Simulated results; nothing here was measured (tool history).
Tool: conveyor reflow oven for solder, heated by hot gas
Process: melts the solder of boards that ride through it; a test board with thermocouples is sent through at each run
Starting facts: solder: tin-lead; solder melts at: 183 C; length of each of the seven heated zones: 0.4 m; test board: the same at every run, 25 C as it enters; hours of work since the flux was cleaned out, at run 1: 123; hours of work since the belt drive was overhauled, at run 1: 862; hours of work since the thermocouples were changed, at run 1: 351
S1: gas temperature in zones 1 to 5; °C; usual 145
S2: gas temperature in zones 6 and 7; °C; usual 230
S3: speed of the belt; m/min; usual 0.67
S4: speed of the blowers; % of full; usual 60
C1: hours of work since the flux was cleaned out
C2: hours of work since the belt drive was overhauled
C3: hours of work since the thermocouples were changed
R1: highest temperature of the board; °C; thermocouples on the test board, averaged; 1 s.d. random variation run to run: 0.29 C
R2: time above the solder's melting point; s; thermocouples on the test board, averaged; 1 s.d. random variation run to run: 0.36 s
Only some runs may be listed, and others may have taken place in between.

Run 1, hour 0: usual settings; C1 123; C2 862; C3 351. Result: R1 210.6 °C, R2 50.9 s.
Run 2, hour 31.1: usual settings; C1 141; C2 881; C3 370. Result: R1 211.1 °C, R2 51.1 s.
Run 3, hour 65.4: usual settings; C1 161; C2 901; C3 390. Result: R1 210.8 °C, R2 50.5 s.
Run 4, hour 129.7: usual settings; C1 200; C2 939; C3 428. Result: R1 210.6 °C, R2 50.9 s.
Run 5, hour 177: usual settings; C1 228; C2 967; C3 456. Result: R1 210.3 °C, R2 50.3 s.
Run 6, hour 243.3: usual settings; C1 267; C2 1007; C3 496. Result: R1 210.4 °C, R2 49.7 s.
Run 7, hour 270.3: usual settings; C1 283; C2 1023; C3 512. Result: R1 209.5 °C, R2 49.9 s.
Run 8, hour 321.8: usual settings; C1 314; C2 1054; C3 542. Result: R1 209 °C, R2 49.3 s.
At hour 370.4: flux residue cleaned out of gas plates and filters.
Run 9, hour 371.2: usual settings but S3 0.766 m/min; C1 0; C2 1080; C3 569. Result: R1 206.4 °C, R2 40.5 s.
Run 10, hour 398.4: usual settings; C1 17; C2 1096; C3 585. Result: R1 211.4 °C, R2 51.6 s.
At hour 430.5: belt drive overhauled, speed set with a stopwatch.
Run 11, hour 450.6: usual settings; C1 45; C2 12; C3 614. Result: R1 210.8 °C, R2 50.1 s.
Run 12, hour 511.1: usual settings; C1 81; C2 48; C3 650. Result: R1 210.4 °C, R2 49.2 s.
Run 13, hour 555.5: usual settings; C1 108; C2 74; C3 676. Result: R1 210 °C, R2 49.3 s.
Run 14, hour 621.2: usual settings; C1 147; C2 113; C3 715. Result: R1 210.5 °C, R2 48.9 s.
Run 15, hour 671: usual settings but S1 148 °C, S2 238 °C, S3 0.6 m/min, S4 85 % of full; C1 176; C2 143; C3 745. Result: R1 226.9 °C, R2 70.2 s.
Run 16, hour 728.5: usual settings but S1 148 °C, S2 238 °C, S3 0.6 m/min, S4 85 % of full; C1 211; C2 177; C3 779. Result: R1 226.6 °C, R2 71.2 s.
Run 17, hour 759.8: usual settings but S1 147 °C, S2 238 °C, S3 0.772 m/min, S4 85 % of full; C1 229; C2 196; C3 797. Result: R1 218.8 °C, R2 49.4 s.

What will run 18 give?
At hour 780.3: thermocouples of zones 6 and 7 changed.
Run 18, hour 811.9: usual settings but S1 143 °C, S2 233 °C, S3 0.75 m/min, S4 75 % of full; C1 259; C2 226; C3 19. Result: R1 ?, R2 ?.

R1: 211.4 °C
R2: 44.8 s
With the hidden condition absent and the run-to-run variation left alone, this run would have shown R1 213.4 °C, R2 46.5 s.

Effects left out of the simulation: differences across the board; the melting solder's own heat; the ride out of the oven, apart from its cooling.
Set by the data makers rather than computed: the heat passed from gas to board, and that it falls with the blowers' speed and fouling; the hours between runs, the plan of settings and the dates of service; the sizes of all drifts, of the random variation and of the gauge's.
